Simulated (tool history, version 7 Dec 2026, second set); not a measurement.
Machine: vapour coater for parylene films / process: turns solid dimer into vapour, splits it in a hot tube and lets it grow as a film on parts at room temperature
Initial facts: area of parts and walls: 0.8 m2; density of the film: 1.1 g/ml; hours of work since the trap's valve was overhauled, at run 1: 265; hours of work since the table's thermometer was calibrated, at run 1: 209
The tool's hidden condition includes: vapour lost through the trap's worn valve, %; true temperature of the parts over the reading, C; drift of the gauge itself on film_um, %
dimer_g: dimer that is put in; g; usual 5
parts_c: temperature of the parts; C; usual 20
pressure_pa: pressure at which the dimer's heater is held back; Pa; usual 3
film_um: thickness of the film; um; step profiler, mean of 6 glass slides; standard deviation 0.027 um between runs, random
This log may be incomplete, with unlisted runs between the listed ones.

run   hour  dimer_g  parts_c  pressure_pa  hours of work since the trap's valve was overhauled  hours of work since the table's thermometer was calibrated  film_um
  1      0        5       20            3                                                  265                                                         209     3.14
  2     16        3       20            3                                                  275                                                         219     1.88
  3   27.3        3       20            3                                                  282                                                         226     1.86
  4   46.3        5       20         3.47                                                  294                                                         238     3.05
  5   56.6        5       19            3                                                  301                                                         245     3.26
  6   71.7        5       19            3                                                  310                                                         254      3.2
  7   93.5        5       19            3                                                  324                                                         268     3.25
  8  112.3        5       19            3                                                  336                                                         280     3.22
  9    131        5       20         3.25                                                  348                                                         292     3.06
 10  146.3        5       20            3                                                  357                                                         302     3.06
 11    169        5       20            3                                                  372                                                         316     3.03
 12  183.6        5       20         7.82                                                  381                                                         325     2.65
 13  197.8        5       20        10.61                                                  390                                                         334     2.55
 14  219.7        5       20        10.61                                                  404                                                         348     2.53
 15  237.9        2       20        10.61                                                  415                                                         360     0.99
 16  257.8        2       16        10.61                                                  428                                                         372     1.16
 17  269.5        2       16        10.61                                                  436                                                         380     1.19
 18  282.3        5       20            3                                                  444                                                         388        3
 19  299.4        5       20            3                                                  454                                                         399     2.96
 20  313.8        5       12            3                                                  464                                                         408     4.04
 21  337.1        5       20         2.86                                                  478                                                         422        3
 22  353.2        5       20            3                                                  489                                                         433     2.92
 23  367.7        3       24         3.55                                                  498                                                         442     1.47
 24  385.3        3       30            3                                                  509                                                         453     1.24
 25  397.7        4       20         3.77                                                  517                                                         461     2.28
 26  413.7        4       20         3.77                                                  527                                                         471     2.25
 27  428.6        2       20          8.4                                                  536                                                         480     1.02
     443.8  -- trap's valve overhauled
 28  454.2        2       20          8.4                                                    7                                                         494     1.17
 29  470.9        2       20        11.46                                                   17                                                         505     1.09
 30  484.5        2       15        11.46                                                   26                                                         513     1.32
 31  503.2        8       15        11.46                                                   38                                                         525     5.19
 32  522.1        2       20            3                                                   50                                                         537      1.3
 33  534.3        8       13         5.57                                                   57                                                         545     6.24
 34  547.7        8       13         5.57                                                   66                                                         553     6.21
 35  561.1        8       13         5.57                                                   74                                                         562     6.22
 36    581        6       20         7.91                                                   87                                                         574     3.38
 37    603        6       20         7.91                                                  101                                                         588     3.36
 38  624.8        4       28         10.1                                                  115                                                         602     1.62
 39    648        4       28         10.1                                                  129                                                         617     1.57
 40  663.9        8       20            3                                                  139                                                         627     5.14
 41  676.6        6       13          9.7                                                  148                                                         635     4.23
 42  696.5        4       29         3.71                                                  160                                                         648     1.79
 43  717.6        8       18            3                                                  174                                                         661     5.46
 44  736.9        8       18            3                                                  186                                                         673     5.47

Each row is a separate what-if for the run after 44, all from the same tool condition, not one after another. Results?
  A  749.4        5       18         4.65                                                  194                                                         681        ?
  B  749.4        7       18         9.38                                                  194                                                         681        ?
  C  749.4        8       16            3                                                  194                                                         681        ?
  D  749.4        3       16         6.74                                                  194                                                         681        ?

run  film_um
  A     3.19
  B     4.05
  C     5.95
  D     1.95
Without the tool's hidden state the same runs would have given:
run  film_um
  A     3.41
  B     4.33
  C     6.36
  D     2.08

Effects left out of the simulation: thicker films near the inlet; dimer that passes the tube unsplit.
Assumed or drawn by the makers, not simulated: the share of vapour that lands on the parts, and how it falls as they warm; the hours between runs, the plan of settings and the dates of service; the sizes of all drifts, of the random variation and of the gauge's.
